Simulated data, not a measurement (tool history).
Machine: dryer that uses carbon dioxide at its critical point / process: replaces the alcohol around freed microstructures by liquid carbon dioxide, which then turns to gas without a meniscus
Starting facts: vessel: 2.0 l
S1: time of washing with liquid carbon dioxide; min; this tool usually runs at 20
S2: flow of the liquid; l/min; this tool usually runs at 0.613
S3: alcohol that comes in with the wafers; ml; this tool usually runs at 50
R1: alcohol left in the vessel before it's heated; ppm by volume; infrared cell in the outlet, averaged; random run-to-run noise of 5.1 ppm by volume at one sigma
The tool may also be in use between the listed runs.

| run | day | S1 | S2 | S3 | R1 |
|---|---|---|---|---|---|
| 1 | 0 | 20 | 0.613 | 50 | 85 |
| 2 | 0.438 | 20 | 0.613 | 50 | 92 |
| 3 | 0.729 | 20 | 0.613 | 50 | 104 |
| 4 | 1.15 | 20 | 0.613 | 50 | 100 |
| 5 | 1.542 | 20 | 0.613 | 50 | 97 |
| 6 | 1.858 | 20 | 0.613 | 50 | 101 |
| 7 | 2.188 | 24 | 0.613 | 50 | 48 |
| 8 | 2.475 | 20 | 0.613 | 50 | 110 |
| 9 | 2.862 | 20 | 0.613 | 50 | 98 |
| 10 | 3.154 | 20 | 0.613 | 50 | 107 |
| 11 | 3.379 | 20 | 0.613 | 50 | 107 |
| 12 | 3.658 | 20 | 0.613 | 27 | 70 |
| 13 | 3.875 | 20 | 0.613 | 50 | 109 |
| 14 | 4.167 | 20 | 0.613 | 50 | 113 |
|  | 4.262 | inlet filter changed |
| 15 | 4.608 | 20 | 0.613 | 50 | 79 |
| 16 | 4.842 | 20 | 0.613 | 50 | 77 |
| 17 | 5.129 | 15 | 0.797 | 32 | 62 |
| 18 | 5.558 | 15 | 0.797 | 32 | 70 |
| 19 | 5.95 | 14 | 0.734 | 50 | 174 |
| 20 | 6.25 | 20 | 0.459 | 46 | 311 |
| 21 | 6.688 | 18 | 0.598 | 104 | 287 |
| 22 | 7.012 | 30 | 0.598 | 106 | 43 |
| 23 | 7.496 | 30 | 0.598 | 106 | 46 |
| 24 | 7.792 | 20 | 0.539 | 110 | 334 |
| 25 | 8.288 | 20 | 0.539 | 110 | 329 |
| 26 | 8.533 | 30 | 0.473 | 82 | 78 |
| 27 | 8.775 | 15 | 0.701 | 82 | 271 |
| 28 | 9.108 | 15 | 0.461 | 94 | 1795 |
| 29 | 9.408 | 15 | 0.578 | 57 | 461 |
| 30 | 9.7 | 18 | 0.884 | 87 | 59 |
| 31 | 10.05 | 14 | 0.577 | 37 | 396 |

Each row is a separate what-if for the run after 31, all from the same tool condition, not one after another. Results?
| A | 10.483 | 28 | 0.577 | 37 | ? |
| B | 10.483 | 14 | 0.419 | 102 | ? |
| C | 10.483 | 15 | 0.613 | 50 | ? |

| run | R1 |
|---|---|
| A | 59 |
| B | 3133 |
| C | 325 |
With the hidden condition removed and each run's random variation left untouched, the same runs would have given:
| run | R1 |
|---|---|
| A | 14 |
| B | 2897 |
| C | 254 |
